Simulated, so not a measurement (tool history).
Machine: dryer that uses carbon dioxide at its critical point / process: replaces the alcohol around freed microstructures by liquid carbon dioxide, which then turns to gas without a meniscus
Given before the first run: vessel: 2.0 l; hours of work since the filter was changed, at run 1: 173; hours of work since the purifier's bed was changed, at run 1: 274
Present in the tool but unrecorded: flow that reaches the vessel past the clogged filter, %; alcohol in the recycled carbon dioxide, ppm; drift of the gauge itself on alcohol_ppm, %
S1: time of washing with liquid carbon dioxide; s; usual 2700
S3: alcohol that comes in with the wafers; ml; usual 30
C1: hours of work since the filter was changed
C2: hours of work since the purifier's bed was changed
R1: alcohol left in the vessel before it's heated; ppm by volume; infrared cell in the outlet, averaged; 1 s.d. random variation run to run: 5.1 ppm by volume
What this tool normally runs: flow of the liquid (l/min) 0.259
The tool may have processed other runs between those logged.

{"run": 1, "hour": 0.0, "S1": 2700, "flow of the liquid (l/min)": 0.259, "S3": 30, "C1": 173, "C2": 274, "R1": 117}
{"run": 2, "hour": 25.2, "S1": 2700, "flow of the liquid (l/min)": 0.259, "S3": 30, "C1": 185, "C2": 286, "R1": 124}
{"run": 3, "hour": 72.2, "S1": 2700, "flow of the liquid (l/min)": 0.358, "S3": 30, "C1": 208, "C2": 309, "R1": 68}
{"run": 4, "hour": 94.9, "S1": 2700, "flow of the liquid (l/min)": 0.358, "S3": 30, "C1": 219, "C2": 320, "R1": 68}
{"run": 5, "hour": 135.0, "S1": 2700, "flow of the liquid (l/min)": 0.259, "S3": 30, "C1": 238, "C2": 339, "R1": 137}
{"run": 6, "hour": 178.5, "S1": 2700, "flow of the liquid (l/min)": 0.259, "S3": 30, "C1": 259, "C2": 360, "R1": 143}
{"run": 7, "hour": 226.3, "S1": 2700, "flow of the liquid (l/min)": 0.237, "S3": 30, "C1": 283, "C2": 384, "R1": 213}
{"run": 8, "hour": 258.4, "S1": 2700, "flow of the liquid (l/min)": 0.237, "S3": 64, "C1": 298, "C2": 399, "R1": 379}
{"run": 9, "hour": 289.7, "S1": 1920, "flow of the liquid (l/min)": 0.404, "S3": 64, "C1": 313, "C2": 414, "R1": 170}
{"run": 10, "hour": 318.2, "S1": 2100, "flow of the liquid (l/min)": 0.181, "S3": 64, "C1": 327, "C2": 428, "R1": 2238}
{"run": 11, "hour": 339.5, "S1": 2700, "flow of the liquid (l/min)": 0.295, "S3": 31, "C1": 337, "C2": 438, "R1": 122}
{"run": 12, "hour": 369.0, "S1": 2100, "flow of the liquid (l/min)": 0.247, "S3": 30, "C1": 352, "C2": 452, "R1": 428}
{"run": 13, "hour": 402.3, "S1": 2520, "flow of the liquid (l/min)": 0.379, "S3": 86, "C1": 368, "C2": 469, "R1": 120}
{"run": 14, "hour": 431.4, "S1": 3420, "flow of the liquid (l/min)": 0.287, "S3": 61, "C1": 382, "C2": 483, "R1": 100}
{"run": 15, "hour": 453.4, "S1": 3960, "flow of the liquid (l/min)": 0.259, "S3": 91, "C1": 392, "C2": 493, "R1": 107}

Each row is a separate what-if for the run after 15, all from the same tool condition, not one after another. Results?
{"hour": 489.2, "done": "inlet filter changed"}
{"run": "A", "hour": 494.8, "S1": 3600, "flow of the liquid (l/min)": 0.259, "S3": 91, "C1": 3, "C2": 513, "R1": "?"}
{"hour": 489.2, "done": "inlet filter changed"}
{"run": "B", "hour": 494.8, "S1": 2700, "flow of the liquid (l/min)": 0.259, "S3": 46, "C1": 3, "C2": 513, "R1": "?"}
{"hour": 489.2, "done": "inlet filter changed"}
{"run": "C", "hour": 494.8, "S1": 3960, "flow of the liquid (l/min)": 0.259, "S3": 27, "C1": 3, "C2": 513, "R1": "?"}

run=A R1=109
run=B R1=180
run=C R1=88
What these runs would have given with no unlogged condition in the tool:
run=A R1=32
run=B R1=107
run=C R1=13
